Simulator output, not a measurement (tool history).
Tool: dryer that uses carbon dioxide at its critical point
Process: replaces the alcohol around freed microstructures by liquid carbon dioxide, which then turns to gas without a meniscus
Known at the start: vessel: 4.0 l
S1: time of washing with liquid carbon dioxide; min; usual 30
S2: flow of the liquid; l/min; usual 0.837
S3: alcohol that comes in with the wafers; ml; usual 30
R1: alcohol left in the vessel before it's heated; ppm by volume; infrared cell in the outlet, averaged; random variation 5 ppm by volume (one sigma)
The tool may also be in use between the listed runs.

{"run": 1, "hour": 0.0, "S1": 30, "S2": 0.837, "S3": 30, "R1": 55}
{"run": 2, "hour": 15.7, "S1": 32, "S2": 0.837, "S3": 30, "R1": 40}
{"run": 3, "hour": 23.8, "S1": 30, "S2": 0.837, "S3": 47, "R1": 84}
{"run": 4, "hour": 43.5, "S1": 30, "S2": 0.837, "S3": 47, "R1": 81}
{"run": 5, "hour": 54.2, "S1": 30, "S2": 0.837, "S3": 47, "R1": 73}
{"run": 6, "hour": 67.0, "S1": 30, "S2": 0.837, "S3": 47, "R1": 79}
{"run": 7, "hour": 81.2, "S1": 30, "S2": 0.539, "S3": 30, "R1": 294}
{"run": 8, "hour": 93.2, "S1": 30, "S2": 0.539, "S3": 30, "R1": 295}
{"run": 9, "hour": 104.5, "S1": 30, "S2": 0.539, "S3": 30, "R1": 308}
{"run": 10, "hour": 118.3, "S1": 37, "S2": 0.714, "S3": 97, "R1": 126}
{"run": 11, "hour": 126.3, "S1": 37, "S2": 0.714, "S3": 97, "R1": 142}
{"run": 12, "hour": 139.7, "S1": 18, "S2": 0.837, "S3": 30, "R1": 384}
{"run": 13, "hour": 154.1, "S1": 18, "S2": 1.274, "S3": 105, "R1": 290}

Run 14 comes next. What will it give?
{"run": 14, "hour": 168.0, "S1": 21, "S2": 1.274, "S3": 105, "R1": "?"}

Run 14 gave R1 138 ppm by volume.
Without the tool's hidden state the same run would have given R1 98 ppm by volume.
